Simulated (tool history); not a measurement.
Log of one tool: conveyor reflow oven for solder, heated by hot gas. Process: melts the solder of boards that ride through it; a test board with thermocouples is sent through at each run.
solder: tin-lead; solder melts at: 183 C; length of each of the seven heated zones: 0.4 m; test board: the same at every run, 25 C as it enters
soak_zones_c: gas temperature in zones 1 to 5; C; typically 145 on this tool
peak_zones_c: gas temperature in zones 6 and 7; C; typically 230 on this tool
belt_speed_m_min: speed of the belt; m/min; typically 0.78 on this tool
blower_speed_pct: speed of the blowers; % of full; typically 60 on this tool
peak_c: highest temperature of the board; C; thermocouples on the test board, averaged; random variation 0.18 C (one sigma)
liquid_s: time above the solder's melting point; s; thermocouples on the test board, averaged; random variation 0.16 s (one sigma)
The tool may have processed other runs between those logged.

run 1 day=0 | soak_zones_c=145 peak_zones_c=230 belt_speed_m_min=0.78 blower_speed_pct=60 | peak_c=217.5 liquid_s=49
-- day=0.479 belt drive overhauled, speed set with a stopwatch
run 2 day=2.154 | soak_zones_c=145 peak_zones_c=230 belt_speed_m_min=0.78 blower_speed_pct=60 | peak_c=216.7 liquid_s=47.5
run 3 day=4.308 | soak_zones_c=145 peak_zones_c=230 belt_speed_m_min=0.78 blower_speed_pct=60 | peak_c=216.9 liquid_s=47.7
run 4 day=5.838 | soak_zones_c=145 peak_zones_c=230 belt_speed_m_min=0.78 blower_speed_pct=60 | peak_c=216.6 liquid_s=47.5
run 5 day=7.95 | soak_zones_c=145 peak_zones_c=238 belt_speed_m_min=0.78 blower_speed_pct=60 | peak_c=223.5 liquid_s=51.7
run 6 day=9.104 | soak_zones_c=145 peak_zones_c=238 belt_speed_m_min=0.78 blower_speed_pct=60 | peak_c=223.5 liquid_s=51.7
run 7 day=11.004 | soak_zones_c=145 peak_zones_c=238 belt_speed_m_min=0.78 blower_speed_pct=60 | peak_c=223.7 liquid_s=51.6
run 8 day=12.129 | soak_zones_c=145 peak_zones_c=238 belt_speed_m_min=0.78 blower_speed_pct=60 | peak_c=223.4 liquid_s=51.7
run 9 day=13.138 | soak_zones_c=155 peak_zones_c=230 belt_speed_m_min=0.78 blower_speed_pct=60 | peak_c=218.2 liquid_s=52.5
run 10 day=15.038 | soak_zones_c=155 peak_zones_c=230 belt_speed_m_min=0.78 blower_speed_pct=60 | peak_c=218.7 liquid_s=52.6
run 11 day=16.483 | soak_zones_c=155 peak_zones_c=230 belt_speed_m_min=0.78 blower_speed_pct=60 | peak_c=218.8 liquid_s=52.7
run 12 day=17.758 | soak_zones_c=145 peak_zones_c=230 belt_speed_m_min=0.78 blower_speed_pct=60 | peak_c=216.8 liquid_s=47.9
run 13 day=18.858 | soak_zones_c=145 peak_zones_c=234 belt_speed_m_min=0.78 blower_speed_pct=60 | peak_c=220.3 liquid_s=49.7
run 14 day=20.588 | soak_zones_c=151 peak_zones_c=236 belt_speed_m_min=0.667 blower_speed_pct=89 | peak_c=232.1 liquid_s=67.9
run 15 day=21.642 | soak_zones_c=151 peak_zones_c=236 belt_speed_m_min=0.667 blower_speed_pct=89 | peak_c=232.7 liquid_s=67.7
run 16 day=23.704 | soak_zones_c=145 peak_zones_c=234 belt_speed_m_min=0.78 blower_speed_pct=89 | peak_c=226.2 liquid_s=54.1
run 17 day=24.658 | soak_zones_c=145 peak_zones_c=234 belt_speed_m_min=0.78 blower_speed_pct=89 | peak_c=226.2 liquid_s=53.7
-- day=25.883 flux residue cleaned out of gas plates and filters
run 18 day=26.892 | soak_zones_c=145 peak_zones_c=230 belt_speed_m_min=0.77 blower_speed_pct=52 | peak_c=215.8 liquid_s=47.8
run 19 day=28.65 | soak_zones_c=145 peak_zones_c=230 belt_speed_m_min=0.77 blower_speed_pct=52 | peak_c=216 liquid_s=48
run 20 day=30.875 | soak_zones_c=154 peak_zones_c=230 belt_speed_m_min=0.78 blower_speed_pct=60 | peak_c=220 liquid_s=53.3
run 21 day=32.75 | soak_zones_c=154 peak_zones_c=230 belt_speed_m_min=0.78 blower_speed_pct=60 | peak_c=219.9 liquid_s=53
run 22 day=34.717 | soak_zones_c=154 peak_zones_c=230 belt_speed_m_min=0.78 blower_speed_pct=60 | peak_c=219.5 liquid_s=53.4
run 23 day=35.742 | soak_zones_c=155 peak_zones_c=242 belt_speed_m_min=0.708 blower_speed_pct=62 | peak_c=234.2 liquid_s=66.5

Consider 3 possible next runs. They are alternatives, not a sequence: every one starts from the tool as it was left by run 23. What does each give?
run A day=37.817 | soak_zones_c=139 peak_zones_c=231 belt_speed_m_min=0.708 blower_speed_pct=62 | peak_c=? liquid_s=?
run B day=37.817 | soak_zones_c=145 peak_zones_c=226 belt_speed_m_min=0.865 blower_speed_pct=60 | peak_c=? liquid_s=?
run C day=37.817 | soak_zones_c=155 peak_zones_c=242 belt_speed_m_min=0.708 blower_speed_pct=66 | peak_c=? liquid_s=?

run=A peak_c=221.7 liquid_s=55.1
run=B peak_c=211.4 liquid_s=39.8
run=C peak_c=234.8 liquid_s=66.7
Take away the tool's hidden state, keep each run's random variation, and the runs would have read:
run=A peak_c=217.8 liquid_s=52.1
run=B peak_c=207.7 liquid_s=36.8
run=C peak_c=230.8 liquid_s=64.3

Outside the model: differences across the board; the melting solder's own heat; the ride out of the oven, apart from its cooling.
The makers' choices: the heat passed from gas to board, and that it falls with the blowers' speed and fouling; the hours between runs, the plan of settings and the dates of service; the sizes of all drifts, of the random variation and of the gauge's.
